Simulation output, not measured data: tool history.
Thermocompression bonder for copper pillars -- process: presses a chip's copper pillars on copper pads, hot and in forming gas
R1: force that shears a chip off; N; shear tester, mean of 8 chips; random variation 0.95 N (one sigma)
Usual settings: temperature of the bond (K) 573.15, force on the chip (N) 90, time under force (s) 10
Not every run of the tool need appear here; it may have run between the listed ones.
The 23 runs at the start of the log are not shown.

run 24 hour=1128.9 | temperature_of_the_bond_(K)=592.15 force_on_the_chip_(N)=123 time_under_force_(s)=6 | R1=93.6
run 25 hour=1173.1 | temperature_of_the_bond_(K)=592.15 force_on_the_chip_(N)=123 time_under_force_(s)=6 | R1=94.7
-- hour=1217.8 force cell calibrated
run 26 hour=1239.4 | temperature_of_the_bond_(K)=592.15 force_on_the_chip_(N)=123 time_under_force_(s)=6 | R1=88.2
run 27 hour=1268.0 | temperature_of_the_bond_(K)=593.15 force_on_the_chip_(N)=116 time_under_force_(s)=19 | R1=111.4
-- hour=1324.9 forming gas filter changed
run 28 hour=1333.8 | temperature_of_the_bond_(K)=593.15 force_on_the_chip_(N)=116 time_under_force_(s)=19 | R1=125.9
run 29 hour=1386.6 | temperature_of_the_bond_(K)=570.15 force_on_the_chip_(N)=89 time_under_force_(s)=7 | R1=64.2
run 30 hour=1415.5 | temperature_of_the_bond_(K)=562.15 force_on_the_chip_(N)=72 time_under_force_(s)=30 | R1=84.7
run 31 hour=1444.9 | temperature_of_the_bond_(K)=573.15 force_on_the_chip_(N)=62 time_under_force_(s)=6 | R1=47.4
run 32 hour=1475.9 | temperature_of_the_bond_(K)=573.15 force_on_the_chip_(N)=70 time_under_force_(s)=13 | R1=68.9
run 33 hour=1525.7 | temperature_of_the_bond_(K)=573.15 force_on_the_chip_(N)=105 time_under_force_(s)=11 | R1=86.7
run 34 hour=1568.2 | temperature_of_the_bond_(K)=585.15 force_on_the_chip_(N)=65 time_under_force_(s)=5 | R1=51.6
run 35 hour=1619.2 | temperature_of_the_bond_(K)=565.15 force_on_the_chip_(N)=134 time_under_force_(s)=22 | R1=107.5
run 36 hour=1661.7 | temperature_of_the_bond_(K)=602.15 force_on_the_chip_(N)=76 time_under_force_(s)=12 | R1=89.1
run 37 hour=1707.4 | temperature_of_the_bond_(K)=585.15 force_on_the_chip_(N)=60 time_under_force_(s)=8 | R1=55.1
run 38 hour=1769.3 | temperature_of_the_bond_(K)=573.15 force_on_the_chip_(N)=58 time_under_force_(s)=9 | R1=48.3
run 39 hour=1833.0 | temperature_of_the_bond_(K)=573.15 force_on_the_chip_(N)=98 time_under_force_(s)=10 | R1=71.8

Predict each of these 3 candidate next runs independently; none follows another, all start after run 39:
-- hour=1848.1 forming gas filter changed
run A hour=1885.3 | temperature_of_the_bond_(K)=568.15 force_on_the_chip_(N)=103 time_under_force_(s)=21 | R1=?
-- hour=1848.1 forming gas filter changed
run B hour=1885.3 | temperature_of_the_bond_(K)=573.15 force_on_the_chip_(N)=119 time_under_force_(s)=21 | R1=?
-- hour=1848.1 forming gas filter changed
run C hour=1885.3 | temperature_of_the_bond_(K)=579.15 force_on_the_chip_(N)=77 time_under_force_(s)=9 | R1=?

run=A R1=101.9
run=B R1=114.5
run=C R1=71.7
Without the tool's hidden state the same runs would have given:
run=A R1=105.7
run=B R1=118.2
run=C R1=74.9

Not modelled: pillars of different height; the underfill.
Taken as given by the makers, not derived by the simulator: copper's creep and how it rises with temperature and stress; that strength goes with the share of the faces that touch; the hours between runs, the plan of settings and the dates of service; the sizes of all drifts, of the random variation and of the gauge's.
